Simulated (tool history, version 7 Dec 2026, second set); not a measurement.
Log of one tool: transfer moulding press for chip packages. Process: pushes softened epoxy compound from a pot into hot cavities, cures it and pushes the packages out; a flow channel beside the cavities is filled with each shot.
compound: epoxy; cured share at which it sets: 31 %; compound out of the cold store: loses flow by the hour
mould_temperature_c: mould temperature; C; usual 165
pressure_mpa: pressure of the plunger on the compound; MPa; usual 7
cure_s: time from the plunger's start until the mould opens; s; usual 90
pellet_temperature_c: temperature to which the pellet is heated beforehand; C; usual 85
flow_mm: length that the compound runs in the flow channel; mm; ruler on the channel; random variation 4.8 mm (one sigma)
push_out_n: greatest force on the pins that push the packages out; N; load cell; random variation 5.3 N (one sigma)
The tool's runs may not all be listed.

| run | day | mould_temperature_c | pressure_mpa | cure_s | pellet_temperature_c | incoming compound's hours out of the cold store | flow_mm | push_out_n |
|---|---|---|---|---|---|---|---|---|
| 1 | 0 | 165 | 7 | 90 | 85 | 34.4 | 761 | 170 |
|  | 1.342 | cavities cleaned with cleaning compound and waxed |
| 2 | 1.342 | 165 | 7 | 90 | 85 | 34.1 | 767 | 163 |
| 3 | 2.283 | 165 | 7 | 90 | 85 | 21.7 | 828 | 167 |
|  | 2.867 | cavities cleaned with cleaning compound and waxed |
| 4 | 3.204 | 165 | 7 | 90 | 85 | 20.6 | 823 | 170 |
| 5 | 4.138 | 165 | 7 | 90 | 85 | 26.2 | 801 | 171 |
|  | 4.442 | cavities cleaned with cleaning compound and waxed |
|  | 4.933 | mould's thermocouples calibrated |
| 6 | 5.792 | 165 | 7 | 90 | 85 | 26.9 | 804 | 175 |
|  | 6.121 | cavities cleaned with cleaning compound and waxed |
| 7 | 7.512 | 159 | 7 | 90 | 85 | 8.4 | 907 | 225 |
|  | 7.675 | cavities cleaned with cleaning compound and waxed |
| 8 | 8.967 | 165 | 7 | 90 | 85 | 40.2 | 743 | 177 |
|  | 9.304 | cavities cleaned with cleaning compound and waxed |
| 9 | 10.096 | 165 | 8.06 | 90 | 85 | 31.8 | 834 | 171 |
|  | 10.821 | cavities cleaned with cleaning compound and waxed |
| 10 | 12.062 | 165 | 8.06 | 90 | 85 | 37.6 | 800 | 169 |
|  | 12.362 | cavities cleaned with cleaning compound and waxed |
| 11 | 13.729 | 160 | 7 | 90 | 85 | 32.7 | 785 | 201 |
|  | 13.938 | cavities cleaned with cleaning compound and waxed |
|  | 14.546 | plunger's sealing rings changed |
|  | 15.562 | cavities cleaned with cleaning compound and waxed |
| 12 | 15.625 | 160 | 7 | 90 | 85 | 26.3 | 808 | 200 |
|  | 17.167 | cavities cleaned with cleaning compound and waxed |
| 13 | 17.708 | 160 | 7 | 90 | 85 | 20.4 | 838 | 203 |
|  | 18.754 | cavities cleaned with cleaning compound and waxed |
| 14 | 18.9 | 160 | 7 | 93 | 86 | 8.9 | 889 | 201 |
| 15 | 20.196 | 166 | 8.19 | 99 | 85 | 33.2 | 826 | 168 |
|  | 20.379 | cavities cleaned with cleaning compound and waxed |
| 16 | 21.658 | 166 | 8.19 | 96 | 85 | 32.2 | 833 | 157 |
|  | 21.9 | cavities cleaned with cleaning compound and waxed |
| 17 | 23.083 | 164 | 5.64 | 96 | 85 | 47.4 | 632 | 166 |
|  | 23.421 | cavities cleaned with cleaning compound and waxed |
|  | 24.967 | cavities cleaned with cleaning compound and waxed |
| 18 | 24.975 | 164 | 5.64 | 96 | 85 | 33.9 | 696 | 164 |
| 19 | 25.946 | 157 | 6.16 | 71 | 94 | 43.7 | 698 | 358 |

Forecast run 20:
|  | 26.579 | cavities cleaned with cleaning compound and waxed |
| 20 | 27.35 | 165 | 7.22 | 90 | 85 | 9.4 | ? | ? |

{"run 20": {"flow_mm": 894, "push_out_n": 171}}
Without the tool's hidden state the same run would have given flow_mm 896 mm, push_out_n 169 N.
